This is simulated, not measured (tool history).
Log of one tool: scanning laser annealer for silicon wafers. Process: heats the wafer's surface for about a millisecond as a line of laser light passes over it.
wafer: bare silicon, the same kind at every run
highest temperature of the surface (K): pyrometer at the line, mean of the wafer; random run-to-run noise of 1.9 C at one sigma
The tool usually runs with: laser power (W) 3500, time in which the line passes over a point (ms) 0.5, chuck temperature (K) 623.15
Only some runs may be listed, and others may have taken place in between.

| run | hour | laser power (W) | time in which the line passes over a point (ms) | chuck temperature (K) | highest temperature of the surface (K) |
|---|---|---|---|---|---|
| 1 | 0 | 3500 | 0.5 | 623.15 | 1401.15 |
| 2 | 49.6 | 3500 | 0.5 | 623.15 | 1399.15 |
| 3 | 103.5 | 3500 | 0.5 | 623.15 | 1399.15 |
| 4 | 159.5 | 3500 | 0.5 | 623.15 | 1395.15 |
| 5 | 198.3 | 3500 | 0.5 | 623.15 | 1395.15 |
| 6 | 238.1 | 3500 | 0.5 | 623.15 | 1393.15 |
| 7 | 267.5 | 3500 | 0.5 | 623.15 | 1392.15 |
| 8 | 311.1 | 3500 | 0.5 | 623.15 | 1391.15 |
| 9 | 352.3 | 3500 | 0.5 | 623.15 | 1390.15 |
| 10 | 388.6 | 3500 | 0.5 | 623.15 | 1389.15 |
| 11 | 419.9 | 3504 | 0.5 | 623.15 | 1391.15 |
| 12 | 474.2 | 3500 | 0.5 | 623.15 | 1387.15 |
| 13 | 517 | 3500 | 0.5 | 623.15 | 1385.15 |
| 14 | 541.9 | 3500 | 0.5 | 602.15 | 1367.15 |
| 15 | 598.1 | 3109 | 0.5 | 623.15 | 1305.15 |
| 16 | 651.8 | 3109 | 0.5 | 623.15 | 1303.15 |
| 17 | 701.2 | 3109 | 0.5 | 623.15 | 1305.15 |
| 18 | 730.2 | 3500 | 0.457 | 623.15 | 1351.15 |
|  | 747.8 | window over the wafer cleaned |
| 19 | 787.7 | 3187 | 0.5 | 623.15 | 1335.15 |
| 20 | 816.2 | 3187 | 0.5 | 623.15 | 1337.15 |
| 21 | 858 | 3187 | 0.5 | 623.15 | 1334.15 |
| 22 | 900.1 | 3187 | 0.5 | 623.15 | 1336.15 |
| 23 | 927.5 | 3634 | 0.46 | 623.15 | 1395.15 |
| 24 | 979.2 | 3634 | 0.495 | 623.15 | 1420.15 |
| 25 | 1035.6 | 3634 | 0.495 | 623.15 | 1416.15 |
| 26 | 1086.8 | 3634 | 0.495 | 623.15 | 1418.15 |
| 27 | 1125.2 | 3087 | 0.532 | 647.15 | 1352.15 |
| 28 | 1161.4 | 3026 | 0.47 | 584.15 | 1234.15 |
| 29 | 1188.1 | 3730 | 0.531 | 663.15 | 1499.15 |
| 30 | 1240.7 | 3650 | 0.5 | 639.15 | 1435.15 |
| 31 | 1277.9 | 3573 | 0.455 | 599.15 | 1343.15 |
|  | 1296.4 | optics aligned, line set to its width |
| 32 | 1312.2 | 3057 | 0.5 | 623.15 | 1310.15 |
| 33 | 1368 | 3500 | 0.5 | 611.15 | 1385.15 |
| 34 | 1408.8 | 3370 | 0.417 | 593.15 | 1276.15 |
| 35 | 1442.6 | 3496 | 0.5 | 586.15 | 1357.15 |
| 36 | 1474.2 | 3496 | 0.5 | 586.15 | 1354.15 |
| 37 | 1516.9 | 3496 | 0.5 | 586.15 | 1355.15 |
| 38 | 1540 | 3368 | 0.564 | 604.15 | 1393.15 |
| 39 | 1589.5 | 3603 | 0.383 | 604.15 | 1301.15 |
| 40 | 1639 | 3603 | 0.383 | 604.15 | 1296.15 |
| 41 | 1682.3 | 3603 | 0.375 | 616.15 | 1302.15 |

Here are 4 independent what-if runs from the current tool condition. What would each one return?
| A | 1706 | 3369 | 0.597 | 631.15 | ? |
| B | 1706 | 3500 | 0.536 | 623.15 | ? |
| C | 1706 | 3402 | 0.375 | 616.15 | ? |
| D | 1706 | 3204 | 0.536 | 635.15 | ? |

| run | highest temperature of the surface (K) |
|---|---|
| A | 1435.15 |
| B | 1420.15 |
| C | 1266.15 |
| D | 1366.15 |
Without the tool's hidden state the same runs would have given:
| run | highest temperature of the surface (K) |
|---|---|
| A | 1459.15 |
| B | 1443.15 |
| C | 1285.15 |
| D | 1388.15 |
